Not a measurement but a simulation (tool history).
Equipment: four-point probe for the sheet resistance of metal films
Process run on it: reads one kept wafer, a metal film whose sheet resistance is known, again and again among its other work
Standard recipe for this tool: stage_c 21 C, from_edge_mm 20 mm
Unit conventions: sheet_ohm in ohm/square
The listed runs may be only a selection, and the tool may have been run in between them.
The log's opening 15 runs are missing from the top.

run   hour  stage_c  from_edge_mm  sheet_ohm
 16  268.1       21             6   3.792155
 17  279.3       21             6   3.792267
     281.1  -- stage's thermometer calibrated
 18  299.6       21            20   3.712358
 19  319.6       21            30   3.709259
 20  344.8       21            20    3.71304
 21  355.8       23             4   3.890327
 22  367.3       33             6   3.766571
 23  383.8       33             6   3.767567
 24  403.8       33             4    3.86943
 25  417.2       33            22   3.687018
     423.6  -- stage's thermometer calibrated, once more
 26  439.3       30            22   3.690896
 27  449.5       30            22   3.689978
 28    460       30            22   3.690051
 29  479.2       25            12    3.71571
 30  490.8       30            12    3.70609
 31  506.6       20            66    3.70514
 32  525.6       21            36   3.702251
 33  540.4       20            36   3.704988
 34  565.8       30            20    3.69003
 35  586.5       26            25   3.695736
 36  598.7       26            25    3.69637
 37  612.3       26            25   3.694419
 38  628.3       31            15   3.694001
 39    648       24            47   3.695362

What if the next run were any one of these 4? Each begins from the tool's condition after run 39:
  A  662.8       25             6          ?
  B  662.8       21            40          ?
  C  662.8       18             5          ?
  D  662.8       31             7          ?

run  sheet_ohm
  A   3.778789
  B   3.700282
  C   3.830252
  D   3.744594
Without the tool's unlogged condition, the same runs would have read:
run  sheet_ohm
  A   3.811414
  B   3.732291
  C   3.863303
  D   3.776933
